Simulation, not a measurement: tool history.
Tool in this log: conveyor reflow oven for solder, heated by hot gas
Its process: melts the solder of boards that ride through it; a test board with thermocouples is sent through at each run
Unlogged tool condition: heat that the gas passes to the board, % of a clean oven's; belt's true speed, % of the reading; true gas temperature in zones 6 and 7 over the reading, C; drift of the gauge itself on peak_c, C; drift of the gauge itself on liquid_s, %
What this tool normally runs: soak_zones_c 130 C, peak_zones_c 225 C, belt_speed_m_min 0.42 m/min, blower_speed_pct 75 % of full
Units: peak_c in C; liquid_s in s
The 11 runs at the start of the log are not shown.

run,hour,soak_zones_c,peak_zones_c,belt_speed_m_min,blower_speed_pct,hours of work since the flux was cleaned out,hours of work since the belt drive was overhauled,hours of work since the thermocouples were changed,peak_c,liquid_s
12,350.5,120,225,0.42,75,350,880,704,211.7,55.7
# hour 383.2: flux residue cleaned out of gas plates and filters
13,396.6,120,225,0.42,75,8,903,728,212.6,57.7
14,417.4,120,225,0.42,75,19,915,740,213,57.5
15,439.7,132,225,0.42,75,32,928,752,213.9,62.6
16,462.7,132,225,0.482,75,45,941,766,210.1,50.5
17,481,130,226,0.46,78,56,951,776,212.9,54.6
# hour 490.9: belt drive overhauled, speed set with a stopwatch
18,510.2,139,225,0.361,75,70,11,790,216.6,79.5
19,550.3,130,223,0.42,75,93,34,813,211.1,58.7
20,593.9,130,223,0.42,75,118,59,838,211.1,58.7
21,616,130,223,0.42,75,131,71,851,211.4,58.4
22,643,130,223,0.42,75,146,87,866,210.9,58.2
23,681.1,120,225,0.42,59,168,109,888,208,50.5
24,712.5,130,225,0.388,75,186,126,906,214.1,67.6
25,752.9,126,217,0.47,65,209,149,929,199.4,36.8
26,782.6,124,225,0.47,75,226,166,946,209,47.1
27,811.1,124,225,0.47,75,242,183,962,208.7,46.5
28,846.5,140,225,0.42,55,262,203,982,209.8,59.4
29,889.6,140,225,0.42,55,287,227,1007,210.1,59.3
30,918.5,130,214,0.42,50,303,244,1023,197.1,37.7

Here are 3 independent what-if runs from the current tool condition. What would each one return?
A,949.1,130,229,0.379,50,321,261,1041,?,?
B,949.1,130,215,0.42,75,321,261,1041,?,?
C,949.1,130,214,0.4,51,321,261,1041,?,?

run,peak_c,liquid_s
A,213.2,66.1
B,202.6,49.1
C,198.4,42.9
Take away the tool's hidden state, keep each run's random variation, and the runs would have read:
run,peak_c,liquid_s
A,217.1,69.9
B,206.7,54.4
C,202.2,49

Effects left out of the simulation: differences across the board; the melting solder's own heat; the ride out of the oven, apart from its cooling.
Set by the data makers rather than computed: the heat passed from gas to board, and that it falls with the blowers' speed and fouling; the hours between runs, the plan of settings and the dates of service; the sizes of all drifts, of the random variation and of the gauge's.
